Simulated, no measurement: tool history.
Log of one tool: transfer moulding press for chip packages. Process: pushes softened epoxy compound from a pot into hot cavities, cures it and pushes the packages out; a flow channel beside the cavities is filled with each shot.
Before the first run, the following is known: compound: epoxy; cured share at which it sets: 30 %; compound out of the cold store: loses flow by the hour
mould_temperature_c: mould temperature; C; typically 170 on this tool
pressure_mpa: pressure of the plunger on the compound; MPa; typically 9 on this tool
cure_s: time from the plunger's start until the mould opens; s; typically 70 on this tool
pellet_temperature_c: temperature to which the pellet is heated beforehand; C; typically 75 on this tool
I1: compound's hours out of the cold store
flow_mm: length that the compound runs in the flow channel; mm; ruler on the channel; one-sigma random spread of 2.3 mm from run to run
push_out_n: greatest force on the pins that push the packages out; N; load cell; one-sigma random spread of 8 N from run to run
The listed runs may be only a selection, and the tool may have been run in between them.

{"run": 1, "hour": 0.0, "mould_temperature_c": 170, "pressure_mpa": 9, "cure_s": 70, "pellet_temperature_c": 75, "I1": 35, "flow_mm": 612, "push_out_n": 399}
{"run": 2, "hour": 4.8, "mould_temperature_c": 170, "pressure_mpa": 9, "cure_s": 70, "pellet_temperature_c": 75, "I1": 31.8, "flow_mm": 625, "push_out_n": 460}
{"run": 3, "hour": 9.5, "mould_temperature_c": 177, "pressure_mpa": 9, "cure_s": 70, "pellet_temperature_c": 75, "I1": 9.7, "flow_mm": 708, "push_out_n": 450}
{"run": 4, "hour": 16.8, "mould_temperature_c": 177, "pressure_mpa": 9, "cure_s": 70, "pellet_temperature_c": 75, "I1": 34.1, "flow_mm": 596, "push_out_n": 507}
{"run": 5, "hour": 21.7, "mould_temperature_c": 170, "pressure_mpa": 7.67, "cure_s": 70, "pellet_temperature_c": 75, "I1": 41.7, "flow_mm": 535, "push_out_n": 583}
{"hour": 29.3, "done": "cavities cleaned with cleaning compound and waxed"}
{"run": 6, "hour": 34.0, "mould_temperature_c": 170, "pressure_mpa": 7.67, "cure_s": 70, "pellet_temperature_c": 75, "I1": 21.6, "flow_mm": 615, "push_out_n": 411}
{"run": 7, "hour": 40.5, "mould_temperature_c": 170, "pressure_mpa": 7.67, "cure_s": 70, "pellet_temperature_c": 75, "I1": 38.5, "flow_mm": 545, "push_out_n": 486}
{"run": 8, "hour": 46.5, "mould_temperature_c": 170, "pressure_mpa": 7.67, "cure_s": 95, "pellet_temperature_c": 75, "I1": 21, "flow_mm": 620, "push_out_n": 482}
{"run": 9, "hour": 56.5, "mould_temperature_c": 170, "pressure_mpa": 7.67, "cure_s": 95, "pellet_temperature_c": 75, "I1": 30.9, "flow_mm": 573, "push_out_n": 551}
{"hour": 62.2, "done": "cavities cleaned with cleaning compound and waxed"}
{"run": 10, "hour": 68.4, "mould_temperature_c": 170, "pressure_mpa": 7.67, "cure_s": 95, "pellet_temperature_c": 75, "I1": 8.3, "flow_mm": 671, "push_out_n": 384}
{"run": 11, "hour": 75.0, "mould_temperature_c": 170, "pressure_mpa": 7.67, "cure_s": 95, "pellet_temperature_c": 75, "I1": 26.4, "flow_mm": 591, "push_out_n": 450}
{"run": 12, "hour": 82.9, "mould_temperature_c": 170, "pressure_mpa": 7.67, "cure_s": 95, "pellet_temperature_c": 75, "I1": 20.7, "flow_mm": 613, "push_out_n": 492}
{"hour": 95.3, "done": "cavities cleaned with cleaning compound and waxed"}
{"run": 13, "hour": 95.4, "mould_temperature_c": 170, "pressure_mpa": 7.67, "cure_s": 95, "pellet_temperature_c": 75, "I1": 19, "flow_mm": 622, "push_out_n": 307}
{"run": 14, "hour": 102.4, "mould_temperature_c": 170, "pressure_mpa": 7.67, "cure_s": 97, "pellet_temperature_c": 79, "I1": 13.6, "flow_mm": 640, "push_out_n": 412}
{"run": 15, "hour": 111.3, "mould_temperature_c": 170, "pressure_mpa": 9, "cure_s": 107, "pellet_temperature_c": 71, "I1": 9, "flow_mm": 717, "push_out_n": 489}
{"run": 16, "hour": 120.1, "mould_temperature_c": 177, "pressure_mpa": 10.27, "cure_s": 90, "pellet_temperature_c": 78, "I1": 20.8, "flow_mm": 680, "push_out_n": 552}
{"hour": 127.5, "done": "cavities cleaned with cleaning compound and waxed"}
{"run": 17, "hour": 131.0, "mould_temperature_c": 177, "pressure_mpa": 10.27, "cure_s": 76, "pellet_temperature_c": 78, "I1": 44.5, "flow_mm": 577, "push_out_n": 346}
{"run": 18, "hour": 140.7, "mould_temperature_c": 170, "pressure_mpa": 10.33, "cure_s": 63, "pellet_temperature_c": 80, "I1": 8.2, "flow_mm": 768, "push_out_n": 599}
{"run": 19, "hour": 149.4, "mould_temperature_c": 170, "pressure_mpa": 10.33, "cure_s": 103, "pellet_temperature_c": 80, "I1": 9.1, "flow_mm": 759, "push_out_n": 512}
{"run": 20, "hour": 155.3, "mould_temperature_c": 170, "pressure_mpa": 10.33, "cure_s": 103, "pellet_temperature_c": 80, "I1": 21.7, "flow_mm": 695, "push_out_n": 564}
{"hour": 160.2, "done": "cavities cleaned with cleaning compound and waxed"}
{"run": 21, "hour": 161.5, "mould_temperature_c": 170, "pressure_mpa": 10.33, "cure_s": 103, "pellet_temperature_c": 80, "I1": 23.4, "flow_mm": 684, "push_out_n": 316}
{"run": 22, "hour": 170.0, "mould_temperature_c": 167, "pressure_mpa": 7.32, "cure_s": 91, "pellet_temperature_c": 72, "I1": 18.8, "flow_mm": 603, "push_out_n": 445}
{"run": 23, "hour": 174.7, "mould_temperature_c": 167, "pressure_mpa": 6.91, "cure_s": 72, "pellet_temperature_c": 72, "I1": 30.4, "flow_mm": 541, "push_out_n": 572}
{"run": 24, "hour": 185.0, "mould_temperature_c": 170, "pressure_mpa": 9, "cure_s": 109, "pellet_temperature_c": 75, "I1": 25.2, "flow_mm": 631, "push_out_n": 525}
{"hour": 190.0, "done": "plunger's sealing rings changed"}
{"hour": 195.5, "done": "cavities cleaned with cleaning compound and waxed"}
{"run": 25, "hour": 197.8, "mould_temperature_c": 170, "pressure_mpa": 9, "cure_s": 109, "pellet_temperature_c": 75, "I1": 36, "flow_mm": 612, "push_out_n": 317}

Some steps in flow_mm, run to run, broken into two amounts with sign: the step expected even without the hidden condition (settings, incoming material, random variation), and the rest, left for the hidden condition together with whatever gauge scatter is not in both the measured and the hidden-condition-free result:
The tool's hidden condition here consists of: true mould temperature over the reading, C; pressure that reaches the compound, % of what is set; grip of the stained cavities, % over clean ones'; drift of the gauge itself on flow_mm, %; drift of the gauge itself on push_out_n, %.
Run 3 -> 4: no setting touched and nothing written in the log between the runs. flow_mm -112 mm: hidden state +2, all else -114.
Run 17 -> 18: mould_temperature_c 177 -> 170, pressure_mpa 10.27 -> 10.33, cure_s 76 -> 63, pellet_temperature_c 78 -> 80. flow_mm +191 mm: hidden state -11, all else +202.
Run 24 -> 25: plunger's sealing rings changed, cavities cleaned with cleaning compound and waxed. flow_mm -19 mm: hidden state +34, all else -53.
